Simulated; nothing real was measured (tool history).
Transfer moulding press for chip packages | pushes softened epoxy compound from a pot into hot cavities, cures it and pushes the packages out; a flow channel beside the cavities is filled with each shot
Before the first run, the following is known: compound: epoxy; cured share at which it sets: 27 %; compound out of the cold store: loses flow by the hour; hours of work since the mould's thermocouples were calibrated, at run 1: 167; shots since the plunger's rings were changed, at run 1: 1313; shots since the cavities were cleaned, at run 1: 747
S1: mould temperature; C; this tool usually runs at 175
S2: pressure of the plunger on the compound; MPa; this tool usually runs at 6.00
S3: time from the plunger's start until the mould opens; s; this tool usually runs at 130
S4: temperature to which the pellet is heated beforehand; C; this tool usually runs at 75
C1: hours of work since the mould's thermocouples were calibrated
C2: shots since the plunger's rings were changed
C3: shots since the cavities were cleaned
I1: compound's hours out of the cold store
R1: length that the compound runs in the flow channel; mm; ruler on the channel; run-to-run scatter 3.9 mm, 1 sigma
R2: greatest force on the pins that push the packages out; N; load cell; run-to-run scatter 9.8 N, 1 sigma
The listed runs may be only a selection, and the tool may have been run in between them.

{"run": 1, "hour": 0.0, "S1": 175, "S2": 6.0, "S3": 130, "S4": 75, "C1": 167, "C2": 1313, "C3": 747, "I1": 46.9, "R1": 782, "R2": 723}
{"run": 2, "hour": 25.7, "S1": 175, "S2": 6.0, "S3": 130, "S4": 75, "C1": 186, "C2": 1581, "C3": 1015, "I1": 13.2, "R1": 960, "R2": 823}
{"hour": 38.9, "done": "cavities cleaned with cleaning compound and waxed"}
{"run": 3, "hour": 51.5, "S1": 175, "S2": 6.0, "S3": 130, "S4": 75, "C1": 203, "C2": 1834, "C3": 131, "I1": 18.2, "R1": 929, "R2": 530}
{"run": 4, "hour": 89.4, "S1": 175, "S2": 5.49, "S3": 130, "S4": 75, "C1": 230, "C2": 2229, "C3": 526, "I1": 46.6, "R1": 741, "R2": 653}
{"run": 5, "hour": 124.0, "S1": 175, "S2": 6.0, "S3": 130, "S4": 75, "C1": 255, "C2": 2589, "C3": 886, "I1": 11.2, "R1": 961, "R2": 818}
{"run": 6, "hour": 143.2, "S1": 175, "S2": 6.0, "S3": 130, "S4": 75, "C1": 269, "C2": 2790, "C3": 1087, "I1": 44.8, "R1": 776, "R2": 762}
{"hour": 149.7, "done": "cavities cleaned with cleaning compound and waxed"}
{"run": 7, "hour": 176.2, "S1": 175, "S2": 6.0, "S3": 130, "S4": 75, "C1": 291, "C2": 3119, "C3": 277, "I1": 36.7, "R1": 821, "R2": 603}
{"run": 8, "hour": 215.5, "S1": 175, "S2": 6.0, "S3": 130, "S4": 75, "C1": 319, "C2": 3527, "C3": 685, "I1": 10.3, "R1": 952, "R2": 761}
{"run": 9, "hour": 251.4, "S1": 175, "S2": 6.0, "S3": 130, "S4": 75, "C1": 345, "C2": 3902, "C3": 1060, "I1": 21.9, "R1": 881, "R2": 839}
{"hour": 261.8, "done": "cavities cleaned with cleaning compound and waxed"}
{"run": 10, "hour": 277.3, "S1": 175, "S2": 6.0, "S3": 125, "S4": 75, "C1": 362, "C2": 4157, "C3": 162, "I1": 23.6, "R1": 868, "R2": 603}
{"run": 11, "hour": 312.8, "S1": 175, "S2": 6.0, "S3": 125, "S4": 75, "C1": 388, "C2": 4527, "C3": 532, "I1": 23.5, "R1": 861, "R2": 759}
{"run": 12, "hour": 343.1, "S1": 175, "S2": 6.0, "S3": 125, "S4": 75, "C1": 409, "C2": 4842, "C3": 847, "I1": 16.7, "R1": 898, "R2": 841}
{"run": 13, "hour": 366.7, "S1": 175, "S2": 6.0, "S3": 125, "S4": 75, "C1": 426, "C2": 5088, "C3": 1093, "I1": 26.8, "R1": 837, "R2": 893}
{"hour": 374.3, "done": "cavities cleaned with cleaning compound and waxed"}
{"run": 14, "hour": 400.2, "S1": 175, "S2": 6.0, "S3": 125, "S4": 75, "C1": 449, "C2": 5422, "C3": 270, "I1": 23.3, "R1": 854, "R2": 667}
{"run": 15, "hour": 431.4, "S1": 178, "S2": 6.15, "S3": 117, "S4": 68, "C1": 472, "C2": 5747, "C3": 595, "I1": 25.6, "R1": 834, "R2": 726}
{"run": 16, "hour": 470.7, "S1": 178, "S2": 6.15, "S3": 117, "S4": 68, "C1": 500, "C2": 6157, "C3": 1005, "I1": 41.6, "R1": 762, "R2": 805}
{"hour": 486.1, "done": "cavities cleaned with cleaning compound and waxed"}
{"run": 17, "hour": 495.8, "S1": 174, "S2": 6.15, "S3": 117, "S4": 68, "C1": 517, "C2": 6402, "C3": 101, "I1": 28.9, "R1": 833, "R2": 738}
{"hour": 505.9, "done": "plunger's sealing rings changed"}
{"run": 18, "hour": 522.0, "S1": 175, "S2": 6.57, "S3": 130, "S4": 66, "C1": 534, "C2": 168, "C3": 349, "I1": 42.3, "R1": 858, "R2": 632}
{"run": 19, "hour": 556.1, "S1": 175, "S2": 6.57, "S3": 130, "S4": 77, "C1": 558, "C2": 523, "C3": 704, "I1": 9.8, "R1": 1033, "R2": 818}
{"hour": 598.6, "done": "cavities cleaned with cleaning compound and waxed"}
{"run": 20, "hour": 598.6, "S1": 177, "S2": 5.52, "S3": 147, "S4": 84, "C1": 587, "C2": 951, "C3": 0, "I1": 25.4, "R1": 848, "R2": 375}
{"run": 21, "hour": 617.0, "S1": 175, "S2": 5.1, "S3": 130, "S4": 83, "C1": 600, "C2": 1142, "C3": 191, "I1": 19.3, "R1": 853, "R2": 562}
{"run": 22, "hour": 656.9, "S1": 175, "S2": 6.0, "S3": 143, "S4": 69, "C1": 629, "C2": 1558, "C3": 607, "I1": 44.2, "R1": 790, "R2": 636}
{"run": 23, "hour": 689.9, "S1": 175, "S2": 7.34, "S3": 128, "S4": 75, "C1": 653, "C2": 1902, "C3": 951, "I1": 23.7, "R1": 986, "R2": 841}
{"hour": 709.3, "done": "cavities cleaned with cleaning compound and waxed"}
{"run": 24, "hour": 709.3, "S1": 175, "S2": 7.34, "S3": 128, "S4": 75, "C1": 665, "C2": 2089, "C3": 0, "I1": 38.3, "R1": 906, "R2": 466}
{"run": 25, "hour": 734.6, "S1": 175, "S2": 7.34, "S3": 128, "S4": 75, "C1": 683, "C2": 2352, "C3": 263, "I1": 38.7, "R1": 902, "R2": 640}
{"run": 26, "hour": 772.6, "S1": 175, "S2": 7.34, "S3": 128, "S4": 75, "C1": 711, "C2": 2749, "C3": 660, "I1": 14.4, "R1": 1038, "R2": 830}
{"run": 27, "hour": 791.4, "S1": 175, "S2": 7.34, "S3": 128, "S4": 75, "C1": 724, "C2": 2945, "C3": 856, "I1": 33.1, "R1": 925, "R2": 801}

Run 28 has not been measured yet. What should we expect?
{"hour": 820.4, "done": "cavities cleaned with cleaning compound and waxed"}
{"run": 28, "hour": 833.4, "S1": 172, "S2": 5.42, "S3": 130, "S4": 75, "C1": 753, "C2": 3367, "C3": 136, "I1": 36.9, "R1": "?", "R2": "?"}

R1: 781 mm
R2: 675 N
Minus the tool's unlogged condition, the same run would have read R1 815 mm, R2 502 N.

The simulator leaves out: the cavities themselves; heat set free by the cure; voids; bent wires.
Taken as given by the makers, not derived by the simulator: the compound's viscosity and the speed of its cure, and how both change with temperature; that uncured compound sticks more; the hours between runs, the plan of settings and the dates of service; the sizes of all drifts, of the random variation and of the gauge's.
